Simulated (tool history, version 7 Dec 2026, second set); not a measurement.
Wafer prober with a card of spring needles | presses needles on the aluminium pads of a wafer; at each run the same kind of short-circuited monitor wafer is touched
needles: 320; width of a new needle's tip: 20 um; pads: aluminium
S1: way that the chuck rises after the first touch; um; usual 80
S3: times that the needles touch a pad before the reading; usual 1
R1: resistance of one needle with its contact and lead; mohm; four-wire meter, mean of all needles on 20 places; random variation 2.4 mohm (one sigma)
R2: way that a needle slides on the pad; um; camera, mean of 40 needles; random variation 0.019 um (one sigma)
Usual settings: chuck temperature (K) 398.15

{"run": 1, "day": 0.0, "S1": 80, "chuck temperature (K)": 398.15, "S3": 1, "R1": 273, "R2": 11.29}
{"day": 0.354, "done": "tips cleaned on abrasive film"}
{"day": 0.942, "done": "tips cleaned on abrasive film"}
{"day": 1.529, "done": "tips cleaned on abrasive film"}
{"run": 2, "day": 1.733, "S1": 69, "chuck temperature (K)": 398.15, "S3": 1, "R1": 278, "R2": 9.76}
{"day": 2.088, "done": "tips cleaned on abrasive film"}
{"day": 2.675, "done": "tips cleaned on abrasive film"}
{"day": 3.262, "done": "tips cleaned on abrasive film"}
{"day": 3.854, "done": "tips cleaned on abrasive film"}
{"run": 3, "day": 4.075, "S1": 69, "chuck temperature (K)": 398.15, "S3": 1, "R1": 277, "R2": 9.74}
{"day": 4.429, "done": "tips cleaned on abrasive film"}
{"day": 4.562, "done": "height of the first contact set anew"}
{"day": 5.033, "done": "tips cleaned on abrasive film"}
{"day": 5.621, "done": "tips cleaned on abrasive film"}
{"day": 6.208, "done": "tips cleaned on abrasive film"}
{"day": 6.796, "done": "tips cleaned on abrasive film"}
{"day": 7.267, "done": "tips cleaned on abrasive film"}
{"day": 7.754, "done": "tips cleaned on abrasive film"}
{"run": 4, "day": 7.754, "S1": 80, "chuck temperature (K)": 398.15, "S3": 1, "R1": 276, "R2": 11.28}
{"day": 8.225, "done": "tips cleaned on abrasive film"}
{"day": 8.812, "done": "tips cleaned on abrasive film"}
{"day": 9.404, "done": "tips cleaned on abrasive film"}
{"day": 9.992, "done": "tips cleaned on abrasive film"}
{"day": 10.462, "done": "tips cleaned on abrasive film"}
{"day": 11.05, "done": "tips cleaned on abrasive film"}
{"day": 11.638, "done": "tips cleaned on abrasive film"}
{"run": 5, "day": 11.738, "S1": 80, "chuck temperature (K)": 398.15, "S3": 1, "R1": 276, "R2": 11.25}
{"day": 12.208, "done": "tips cleaned on abrasive film"}
{"day": 12.796, "done": "tips cleaned on abrasive film"}
{"day": 13.271, "done": "tips cleaned on abrasive film"}
{"day": 13.858, "done": "tips cleaned on abrasive film"}
{"day": 14.446, "done": "tips cleaned on abrasive film"}
{"day": 14.575, "done": "height of the first contact set anew"}
{"day": 15.046, "done": "tips cleaned on abrasive film"}
{"run": 6, "day": 15.442, "S1": 80, "chuck temperature (K)": 398.15, "S3": 2, "R1": 270, "R2": 11.29}
{"day": 15.562, "done": "tips cleaned on abrasive film"}
{"day": 16.15, "done": "tips cleaned on abrasive film"}
{"day": 16.742, "done": "tips cleaned on abrasive film"}
{"day": 17.212, "done": "tips cleaned on abrasive film"}
{"day": 17.8, "done": "tips cleaned on abrasive film"}
{"day": 18.271, "done": "tips cleaned on abrasive film"}
{"day": 18.858, "done": "tips cleaned on abrasive film"}
{"day": 19.417, "done": "tips cleaned on abrasive film"}
{"run": 7, "day": 19.417, "S1": 64, "chuck temperature (K)": 398.15, "S3": 1, "R1": 277, "R2": 9.02}
{"day": 20.004, "done": "tips cleaned on abrasive film"}
{"day": 20.592, "done": "tips cleaned on abrasive film"}
{"day": 21.183, "done": "tips cleaned on abrasive film"}
{"day": 21.654, "done": "tips cleaned on abrasive film"}
{"run": 8, "day": 21.725, "S1": 64, "chuck temperature (K)": 398.15, "S3": 1, "R1": 276, "R2": 9.02}
{"day": 22.196, "done": "tips cleaned on abrasive film"}
{"day": 22.667, "done": "tips cleaned on abrasive film"}
{"day": 23.254, "done": "tips cleaned on abrasive film"}
{"day": 23.846, "done": "tips cleaned on abrasive film"}
{"run": 9, "day": 23.933, "S1": 80, "chuck temperature (K)": 398.15, "S3": 1, "R1": 271, "R2": 11.26}
{"day": 24.404, "done": "tips cleaned on abrasive film"}
{"day": 24.533, "done": "height of the first contact set anew"}
{"day": 25.004, "done": "tips cleaned on abrasive film"}
{"day": 25.596, "done": "tips cleaned on abrasive film"}
{"day": 26.183, "done": "tips cleaned on abrasive film"}
{"day": 26.654, "done": "tips cleaned on abrasive film"}
{"day": 27.142, "done": "tips cleaned on abrasive film"}
{"run": 10, "day": 27.142, "S1": 80, "chuck temperature (K)": 398.15, "S3": 1, "R1": 271, "R2": 11.26}
{"day": 27.729, "done": "tips cleaned on abrasive film"}
{"day": 28.2, "done": "tips cleaned on abrasive film"}
{"day": 28.671, "done": "tips cleaned on abrasive film"}
{"day": 29.258, "done": "tips cleaned on abrasive film"}
{"run": 11, "day": 29.462, "S1": 80, "chuck temperature (K)": 398.15, "S3": 1, "R1": 274, "R2": 11.21}
{"day": 29.817, "done": "tips cleaned on abrasive film"}
{"day": 30.408, "done": "tips cleaned on abrasive film"}
{"day": 30.996, "done": "tips cleaned on abrasive film"}
{"day": 31.583, "done": "tips cleaned on abrasive film"}
{"run": 12, "day": 32.0, "S1": 80, "chuck temperature (K)": 398.15, "S3": 1, "R1": 271, "R2": 11.23}
{"day": 32.121, "done": "tips cleaned on abrasive film"}
{"day": 32.708, "done": "tips cleaned on abrasive film"}
{"day": 33.183, "done": "tips cleaned on abrasive film"}
{"day": 33.771, "done": "tips cleaned on abrasive film"}
{"day": 34.329, "done": "tips cleaned on abrasive film"}
{"run": 13, "day": 34.329, "S1": 75, "chuck temperature (K)": 331.15, "S3": 1, "R1": 254, "R2": 10.54}
{"day": 34.575, "done": "height of the first contact set anew"}
{"day": 34.929, "done": "tips cleaned on abrasive film"}
{"day": 35.517, "done": "tips cleaned on abrasive film"}
{"day": 35.988, "done": "tips cleaned on abrasive film"}
{"day": 36.579, "done": "tips cleaned on abrasive film"}
{"run": 14, "day": 36.904, "S1": 92, "chuck temperature (K)": 329.15, "S3": 1, "R1": 256, "R2": 12.94}
{"day": 37.142, "done": "tips cleaned on abrasive film"}
{"day": 37.612, "done": "tips cleaned on abrasive film"}
{"day": 38.2, "done": "tips cleaned on abrasive film"}
{"day": 38.671, "done": "tips cleaned on abrasive film"}
{"day": 39.262, "done": "tips cleaned on abrasive film"}
{"run": 15, "day": 39.638, "S1": 92, "chuck temperature (K)": 329.15, "S3": 1, "R1": 256, "R2": 12.89}
{"day": 39.758, "done": "tips cleaned on abrasive film"}
{"day": 40.346, "done": "tips cleaned on abrasive film"}
{"day": 40.817, "done": "tips cleaned on abrasive film"}
{"day": 41.408, "done": "tips cleaned on abrasive film"}
{"day": 41.996, "done": "tips cleaned on abrasive film"}
{"day": 42.583, "done": "tips cleaned on abrasive film"}
{"run": 16, "day": 42.983, "S1": 92, "chuck temperature (K)": 302.15, "S3": 1, "R1": 245, "R2": 12.9}
{"day": 43.104, "done": "tips cleaned on abrasive film"}
{"day": 43.692, "done": "tips cleaned on abrasive film"}
{"day": 44.279, "done": "tips cleaned on abrasive film"}
{"day": 44.642, "done": "height of the first contact set anew"}
{"day": 44.762, "done": "tips cleaned on abrasive film"}
{"day": 45.35, "done": "tips cleaned on abrasive film"}
{"day": 45.821, "done": "tips cleaned on abrasive film"}
{"day": 46.317, "done": "tips cleaned on abrasive film"}
{"run": 17, "day": 46.317, "S1": 73, "chuck temperature (K)": 303.15, "S3": 1, "R1": 249, "R2": 10.23}
{"day": 46.904, "done": "tips cleaned on abrasive film"}
{"day": 47.379, "done": "tips cleaned on abrasive film"}
{"day": 47.967, "done": "tips cleaned on abrasive film"}
{"day": 48.554, "done": "tips cleaned on abrasive film"}
{"run": 18, "day": 48.875, "S1": 73, "chuck temperature (K)": 303.15, "S3": 1, "R1": 251, "R2": 10.22}
{"day": 49.117, "done": "tips cleaned on abrasive film"}
{"day": 49.588, "done": "tips cleaned on abrasive film"}
{"day": 50.175, "done": "tips cleaned on abrasive film"}
{"day": 50.646, "done": "tips cleaned on abrasive film"}
{"day": 51.233, "done": "tips cleaned on abrasive film"}
{"day": 51.704, "done": "tips cleaned on abrasive film"}
{"run": 19, "day": 51.942, "S1": 73, "chuck temperature (K)": 303.15, "S3": 1, "R1": 251, "R2": 10.22}
{"day": 52.183, "done": "tips cleaned on abrasive film"}
{"day": 52.771, "done": "tips cleaned on abrasive film"}
{"day": 53.358, "done": "tips cleaned on abrasive film"}
{"day": 53.946, "done": "tips cleaned on abrasive film"}
{"run": 20, "day": 54.308, "S1": 73, "chuck temperature (K)": 303.15, "S3": 1, "R1": 248, "R2": 10.24}
{"day": 54.429, "done": "tips cleaned on abrasive film"}
{"day": 54.675, "done": "height of the first contact set anew"}
{"day": 54.912, "done": "tips cleaned on abrasive film"}
{"day": 55.5, "done": "tips cleaned on abrasive film"}
{"day": 56.088, "done": "tips cleaned on abrasive film"}
{"day": 56.675, "done": "tips cleaned on abrasive film"}
{"day": 57.146, "done": "tips cleaned on abrasive film"}
{"run": 21, "day": 57.183, "S1": 80, "chuck temperature (K)": 337.15, "S3": 1, "R1": 257, "R2": 11.21}
{"day": 57.654, "done": "tips cleaned on abrasive film"}
{"day": 58.246, "done": "tips cleaned on abrasive film"}
{"day": 58.833, "done": "tips cleaned on abrasive film"}
{"day": 59.421, "done": "tips cleaned on abrasive film"}
{"day": 59.892, "done": "tips cleaned on abrasive film"}
{"day": 60.242, "done": "gauge calibrated"}
{"day": 60.479, "done": "tips cleaned on abrasive film"}
{"day": 61.067, "done": "tips cleaned on abrasive film"}
{"run": 22, "day": 61.442, "S1": 80, "chuck temperature (K)": 337.15, "S3": 1, "R1": 256, "R2": 11.31}
{"day": 61.562, "done": "tips cleaned on abrasive film"}
{"day": 62.15, "done": "tips cleaned on abrasive film"}
{"day": 62.738, "done": "tips cleaned on abrasive film"}
{"day": 63.329, "done": "tips cleaned on abrasive film"}
{"day": 63.8, "done": "tips cleaned on abrasive film"}
{"day": 64.388, "done": "tips cleaned on abrasive film"}
{"day": 64.633, "done": "height of the first contact set anew"}
{"run": 23, "day": 64.683, "S1": 80, "chuck temperature (K)": 313.15, "S3": 2, "R1": 250, "R2": 11.33}

Forecast each of these 3 alternatives for the next run:
{"day": 64.921, "done": "tips cleaned on abrasive film"}
{"day": 65.508, "done": "tips cleaned on abrasive film"}
{"day": 65.979, "done": "tips cleaned on abrasive film"}
{"day": 66.567, "done": "tips cleaned on abrasive film"}
{"run": "A", "day": 66.621, "S1": 88, "chuck temperature (K)": 316.15, "S3": 1, "R1": "?", "R2": "?"}
{"day": 64.921, "done": "tips cleaned on abrasive film"}
{"day": 65.508, "done": "tips cleaned on abrasive film"}
{"day": 65.979, "done": "tips cleaned on abrasive film"}
{"day": 66.567, "done": "tips cleaned on abrasive film"}
{"run": "B", "day": 66.621, "S1": 93, "chuck temperature (K)": 302.15, "S3": 2, "R1": "?", "R2": "?"}
{"day": 64.921, "done": "tips cleaned on abrasive film"}
{"day": 65.508, "done": "tips cleaned on abrasive film"}
{"day": 65.979, "done": "tips cleaned on abrasive film"}
{"day": 66.567, "done": "tips cleaned on abrasive film"}
{"run": "C", "day": 66.621, "S1": 79, "chuck temperature (K)": 320.15, "S3": 1, "R1": "?", "R2": "?"}

run=A R1=253 R2=12.4
run=B R1=243 R2=13.16
run=C R1=250 R2=11.15
Without the tool's hidden state the same runs would have given:
run=A R1=253 R2=12.42
run=B R1=243 R2=13.18
run=C R1=249 R2=11.17
